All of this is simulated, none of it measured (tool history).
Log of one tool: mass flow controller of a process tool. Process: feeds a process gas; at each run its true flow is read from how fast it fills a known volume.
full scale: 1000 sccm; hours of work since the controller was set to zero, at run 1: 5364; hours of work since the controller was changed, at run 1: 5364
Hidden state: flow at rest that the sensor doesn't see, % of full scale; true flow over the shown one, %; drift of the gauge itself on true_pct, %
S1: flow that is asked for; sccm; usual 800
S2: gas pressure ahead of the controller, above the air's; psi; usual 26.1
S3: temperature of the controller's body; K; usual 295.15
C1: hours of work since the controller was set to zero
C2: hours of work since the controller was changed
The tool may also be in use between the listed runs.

{"run": 1, "day": 0.0, "S1": 800, "S2": 26.1, "S3": 295.15, "C1": 5364, "C2": 5364, "true flow (%)": 97.17}
{"run": 2, "day": 1.788, "S1": 800, "S2": 27.6, "S3": 295.15, "C1": 5386, "C2": 5386, "true flow (%)": 97.49}
{"run": 3, "day": 3.817, "S1": 800, "S2": 27.6, "S3": 295.15, "C1": 5410, "C2": 5410, "true flow (%)": 97.33}
{"run": 4, "day": 6.417, "S1": 800, "S2": 27.6, "S3": 295.15, "C1": 5441, "C2": 5441, "true flow (%)": 97.45}
{"run": 5, "day": 8.708, "S1": 800, "S2": 27.6, "S3": 295.15, "C1": 5468, "C2": 5468, "true flow (%)": 97.32}
{"run": 6, "day": 12.042, "S1": 800, "S2": 26.1, "S3": 295.15, "C1": 5508, "C2": 5508, "true flow (%)": 97.22}
{"run": 7, "day": 15.158, "S1": 800, "S2": 26.1, "S3": 295.15, "C1": 5545, "C2": 5545, "true flow (%)": 97.24}
{"run": 8, "day": 18.767, "S1": 800, "S2": 36.1, "S3": 295.15, "C1": 5588, "C2": 5588, "true flow (%)": 97.74}
{"run": 9, "day": 21.529, "S1": 800, "S2": 26.1, "S3": 295.15, "C1": 5621, "C2": 5621, "true flow (%)": 97.29}
{"run": 10, "day": 23.408, "S1": 800, "S2": 26.1, "S3": 295.15, "C1": 5644, "C2": 5644, "true flow (%)": 97.11}
{"run": 11, "day": 26.388, "S1": 800, "S2": 26.1, "S3": 295.15, "C1": 5679, "C2": 5679, "true flow (%)": 97.23}
{"run": 12, "day": 27.988, "S1": 800, "S2": 26.1, "S3": 295.15, "C1": 5698, "C2": 5698, "true flow (%)": 97.22}
{"run": 13, "day": 30.304, "S1": 187, "S2": 35.8, "S3": 293.15, "C1": 5726, "C2": 5726, "true flow (%)": 92.18}
{"run": 14, "day": 33.304, "S1": 187, "S2": 35.8, "S3": 293.15, "C1": 5762, "C2": 5762, "true flow (%)": 92.16}
{"run": 15, "day": 35.729, "S1": 187, "S2": 35.8, "S3": 293.15, "C1": 5790, "C2": 5790, "true flow (%)": 92.17}
{"run": 16, "day": 37.896, "S1": 887, "S2": 35.8, "S3": 304.15, "C1": 5816, "C2": 5816, "true flow (%)": 97.36}
{"run": 17, "day": 40.029, "S1": 106, "S2": 20.6, "S3": 309.15, "C1": 5842, "C2": 5842, "true flow (%)": 86.32}
{"run": 18, "day": 42.654, "S1": 106, "S2": 20.6, "S3": 309.15, "C1": 5873, "C2": 5873, "true flow (%)": 86.15}
{"run": 19, "day": 46.088, "S1": 106, "S2": 20.6, "S3": 309.15, "C1": 5914, "C2": 5914, "true flow (%)": 86.24}
{"run": 20, "day": 48.021, "S1": 348, "S2": 22.9, "S3": 310.15, "C1": 5937, "C2": 5937, "true flow (%)": 93.13}
{"run": 21, "day": 51.85, "S1": 195, "S2": 38, "S3": 304.15, "C1": 5983, "C2": 5983, "true flow (%)": 91.61}
{"run": 22, "day": 55.746, "S1": 321, "S2": 23.8, "S3": 295.15, "C1": 6029, "C2": 6029, "true flow (%)": 93.78}
{"run": 23, "day": 57.325, "S1": 158, "S2": 33.5, "S3": 297.15, "C1": 6048, "C2": 6048, "true flow (%)": 90.43}
{"run": 24, "day": 60.338, "S1": 158, "S2": 33.5, "S3": 297.15, "C1": 6084, "C2": 6084, "true flow (%)": 90.3}

Forecast each of these 4 alternatives for the next run:
{"run": "A", "day": 62.979, "S1": 344, "S2": 35.5, "S3": 295.15, "C1": 6115, "C2": 6115, "true flow (%)": "?"}
{"run": "B", "day": 62.979, "S1": 493, "S2": 25.5, "S3": 297.15, "C1": 6115, "C2": 6115, "true flow (%)": "?"}
{"run": "C", "day": 62.979, "S1": 246, "S2": 39.6, "S3": 300.15, "C1": 6115, "C2": 6115, "true flow (%)": "?"}
{"run": "D", "day": 62.979, "S1": 755, "S2": 39.7, "S3": 302.15, "C1": 6115, "C2": 6115, "true flow (%)": "?"}

run=A true_flow_(%)=94.46
run=B true_flow_(%)=95.24
run=C true_flow_(%)=92.91
run=D true_flow_(%)=97.04
Without the tool's hidden state the same runs would have given:
run=A true_flow_(%)=98.58
run=B true_flow_(%)=98.5
run=C true_flow_(%)=98.18
run=D true_flow_(%)=99.61
